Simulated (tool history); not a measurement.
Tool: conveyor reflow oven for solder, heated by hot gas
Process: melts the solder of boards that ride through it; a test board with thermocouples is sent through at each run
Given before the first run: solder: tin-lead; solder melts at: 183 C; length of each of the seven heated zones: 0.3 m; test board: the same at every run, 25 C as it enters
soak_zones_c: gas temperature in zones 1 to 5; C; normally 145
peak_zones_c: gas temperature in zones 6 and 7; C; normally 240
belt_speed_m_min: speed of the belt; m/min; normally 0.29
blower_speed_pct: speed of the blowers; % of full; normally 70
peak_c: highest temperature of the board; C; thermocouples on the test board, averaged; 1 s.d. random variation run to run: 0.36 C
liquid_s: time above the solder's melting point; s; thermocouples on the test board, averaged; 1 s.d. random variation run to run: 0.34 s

run,day,soak_zones_c,peak_zones_c,belt_speed_m_min,blower_speed_pct,peak_c,liquid_s
1,0,145,240,0.29,70,224.6,105.5
2,1.312,145,240,0.268,70,226.8,116
3,2.562,145,240,0.29,70,225.1,105.7
4,3.433,145,234,0.29,70,219.7,99.6
5,4.725,145,234,0.29,70,219.5,99.9
6,6.1,145,234,0.29,70,219.1,100
7,6.842,145,240,0.29,70,225.1,105.6
8,8.271,145,240,0.306,70,222.7,98.5
9,9.046,145,240,0.306,70,223.1,98.3
10,10.129,148,240,0.29,70,225.5,107.8
11,11.217,148,240,0.29,70,225.1,108.2
12,12.912,148,240,0.29,70,225.4,108.2
13,14.592,148,240,0.29,70,225.9,108
14,15.975,148,240,0.29,70,224.4,108.1
15,17.033,148,240,0.29,70,224.8,107.8
# day 17.733: flux residue cleaned out of gas plates and filters
16,18.633,136,239,0.327,72,218.6,82.4
17,19.925,136,239,0.327,72,218.9,82.2
18,21.275,145,240,0.324,70,221,90.8
19,22.046,145,239,0.29,70,224.1,104.6
20,23.583,145,237,0.255,70,225.1,121.9
21,25.212,145,229,0.29,70,215.3,94.6
22,26.542,145,253,0.29,64,234.4,113.8
23,27.529,131,253,0.332,87,233,92.6
24,28.875,145,239,0.267,69,225.8,115.9
25,29.583,132,240,0.29,60,219.2,92.2
26,31.096,148,244,0.257,82,234.9,131.3
27,31.8,134,237,0.235,58,223.5,122
28,33.133,147,246,0.313,69,227.5,101.1
29,33.842,140,251,0.284,65,232.6,111.7
30,34.538,159,240,0.29,89,229.9,119.5

Alternative continuations, all from the tool just after run 30; predict every row:
A,35.617,149,240,0.29,66,?,?
B,35.617,159,240,0.281,89,?,?
C,35.617,160,240,0.238,61,?,?
D,35.617,159,239,0.29,89,?,?

run,peak_c,liquid_s
A,223.8,108
B,230.5,123.8
C,229.1,146.5
D,229.2,118.3
Had the tool no hidden state, the same runs would have come out as:
run,peak_c,liquid_s
A,223.9,108
B,230.6,123.8
C,229.2,146.5
D,229.3,118.3
